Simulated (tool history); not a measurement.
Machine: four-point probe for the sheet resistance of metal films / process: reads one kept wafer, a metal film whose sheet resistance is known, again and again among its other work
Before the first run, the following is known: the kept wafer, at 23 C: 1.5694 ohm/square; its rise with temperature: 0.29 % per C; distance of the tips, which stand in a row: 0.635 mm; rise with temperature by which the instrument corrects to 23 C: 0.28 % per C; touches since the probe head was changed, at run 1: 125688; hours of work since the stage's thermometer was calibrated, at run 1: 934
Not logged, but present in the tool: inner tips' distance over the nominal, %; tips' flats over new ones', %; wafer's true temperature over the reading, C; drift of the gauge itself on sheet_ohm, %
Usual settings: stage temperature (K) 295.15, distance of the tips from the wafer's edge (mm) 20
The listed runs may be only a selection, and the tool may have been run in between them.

run	day	stage temperature (K)	distance of the tips from the wafer's edge (mm)	touches since the probe head was changed	hours of work since the stage's thermometer was calibrated	sheet resistance as the instrument gives it (ohm/square)
1	0.000	295.15	20	125688	934	1.569731
2	2.279	295.15	33	127815	957	1.569427
3	4.771	295.15	33	130144	983	1.569312
4	7.304	295.15	33	132511	1010	1.569495
5	10.133	303.15	20	135157	1039	1.570370
# day 11.383: new probe head fitted
6	13.204	303.15	20	1700	1071	1.570423
7	14.821	303.15	20	3212	1087	1.570692
8	16.883	295.15	20	5137	1109	1.569803
9	18.750	295.15	20	6882	1128	1.570171

Forecast run 10:
10	20.208	295.15	20	8244	1143	?

Run 10 gave sheet resistance as the instrument gives it (ohm/square) 1.569979.
Minus the tool's unlogged condition, the same run would have read sheet resistance as the instrument gives it (ohm/square) 1.570101.
